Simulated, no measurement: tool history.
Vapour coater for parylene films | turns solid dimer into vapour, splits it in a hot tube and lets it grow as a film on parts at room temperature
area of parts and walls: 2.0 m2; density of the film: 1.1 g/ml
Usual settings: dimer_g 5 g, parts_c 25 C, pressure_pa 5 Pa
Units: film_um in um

run 1 hour=0 | dimer_g=5 parts_c=25 pressure_pa=5 | film_um=0.9
run 2 hour=14.8 | dimer_g=5 parts_c=25 pressure_pa=5 | film_um=0.9
run 3 hour=30.5 | dimer_g=5 parts_c=25 pressure_pa=3.47 | film_um=0.93
-- hour=45.7 trap's valve overhauled
run 4 hour=46.9 | dimer_g=5 parts_c=25 pressure_pa=3.47 | film_um=1.13
run 5 hour=68.1 | dimer_g=5 parts_c=34 pressure_pa=3.47 | film_um=0.88
run 6 hour=79.3 | dimer_g=5 parts_c=25 pressure_pa=3.02 | film_um=1.15
run 7 hour=102.8 | dimer_g=5 parts_c=25 pressure_pa=3.02 | film_um=1.12
run 8 hour=124 | dimer_g=5 parts_c=25 pressure_pa=5 | film_um=1.03
run 9 hour=147.4 | dimer_g=5 parts_c=27 pressure_pa=5 | film_um=0.98
run 10 hour=160.8 | dimer_g=5 parts_c=27 pressure_pa=5 | film_um=0.96
run 11 hour=172.2 | dimer_g=3 parts_c=25 pressure_pa=5 | film_um=0.59
run 12 hour=193.4 | dimer_g=3 parts_c=37 pressure_pa=5 | film_um=0.41
run 13 hour=212.1 | dimer_g=3 parts_c=37 pressure_pa=2.53 | film_um=0.46
run 14 hour=233.5 | dimer_g=3 parts_c=37 pressure_pa=2.53 | film_um=0.49
run 15 hour=246.6 | dimer_g=5 parts_c=29 pressure_pa=5 | film_um=0.85
run 16 hour=261.3 | dimer_g=5 parts_c=29 pressure_pa=5 | film_um=0.87
run 17 hour=283.6 | dimer_g=5 parts_c=29 pressure_pa=5 | film_um=0.82
run 18 hour=299.8 | dimer_g=5 parts_c=25 pressure_pa=5 | film_um=0.88
run 19 hour=317.5 | dimer_g=5 parts_c=25 pressure_pa=5 | film_um=0.87
-- hour=323.9 trap's valve overhauled
run 20 hour=334.2 | dimer_g=5 parts_c=25 pressure_pa=5 | film_um=1.05
run 21 hour=348.8 | dimer_g=3 parts_c=25 pressure_pa=5 | film_um=0.65
run 22 hour=363.2 | dimer_g=5 parts_c=25 pressure_pa=5 | film_um=1.02
run 23 hour=377.3 | dimer_g=6 parts_c=25 pressure_pa=5 | film_um=1.27
run 24 hour=390.3 | dimer_g=8 parts_c=24 pressure_pa=4 | film_um=1.75
run 25 hour=409.6 | dimer_g=8 parts_c=24 pressure_pa=4 | film_um=1.75
run 26 hour=431.2 | dimer_g=8 parts_c=24 pressure_pa=4 | film_um=1.7
run 27 hour=442.7 | dimer_g=3 parts_c=18 pressure_pa=11.52 | film_um=0.64
run 28 hour=463.9 | dimer_g=2 parts_c=25 pressure_pa=5.22 | film_um=0.38
run 29 hour=488 | dimer_g=8 parts_c=25 pressure_pa=2.42 | film_um=1.78
run 30 hour=506.5 | dimer_g=5 parts_c=18 pressure_pa=5 | film_um=1.16
run 31 hour=529 | dimer_g=5 parts_c=18 pressure_pa=5 | film_um=1.17
run 32 hour=555.2 | dimer_g=5 parts_c=28 pressure_pa=2.23 | film_um=0.98
run 33 hour=566.9 | dimer_g=3 parts_c=21 pressure_pa=5 | film_um=0.6
run 34 hour=581.1 | dimer_g=3 parts_c=21 pressure_pa=5 | film_um=0.61
-- hour=601.1 trap's valve overhauled
run 35 hour=606.3 | dimer_g=2 parts_c=36 pressure_pa=6.5 | film_um=0.29
run 36 hour=617.1 | dimer_g=9 parts_c=30 pressure_pa=4.43 | film_um=1.74
run 37 hour=634.5 | dimer_g=5 parts_c=35 pressure_pa=2.73 | film_um=0.9
run 38 hour=656.6 | dimer_g=5 parts_c=35 pressure_pa=4.67 | film_um=0.8
run 39 hour=669.2 | dimer_g=5 parts_c=35 pressure_pa=5 | film_um=0.76
run 40 hour=691.7 | dimer_g=5 parts_c=35 pressure_pa=5 | film_um=0.81
run 41 hour=711.4 | dimer_g=4 parts_c=28 pressure_pa=4.81 | film_um=0.76
run 42 hour=724.8 | dimer_g=4 parts_c=28 pressure_pa=4.81 | film_um=0.76
run 43 hour=742.9 | dimer_g=7 parts_c=30 pressure_pa=2.25 | film_um=1.46
run 44 hour=764.3 | dimer_g=5 parts_c=30 pressure_pa=2.46 | film_um=0.97

3 ways to go on from here, each from the tool as it stands after run 44. What would each give?
run A hour=787.7 | dimer_g=6 parts_c=33 pressure_pa=2.46 | film_um=?
run B hour=787.7 | dimer_g=9 parts_c=25 pressure_pa=5 | film_um=?
run C hour=787.7 | dimer_g=7 parts_c=30 pressure_pa=2.46 | film_um=?

run=A film_um=1.07
run=B film_um=1.76
run=C film_um=1.31
Without the tool's hidden state the same runs would have given:
run=A film_um=1.16
run=B film_um=1.89
run=C film_um=1.41
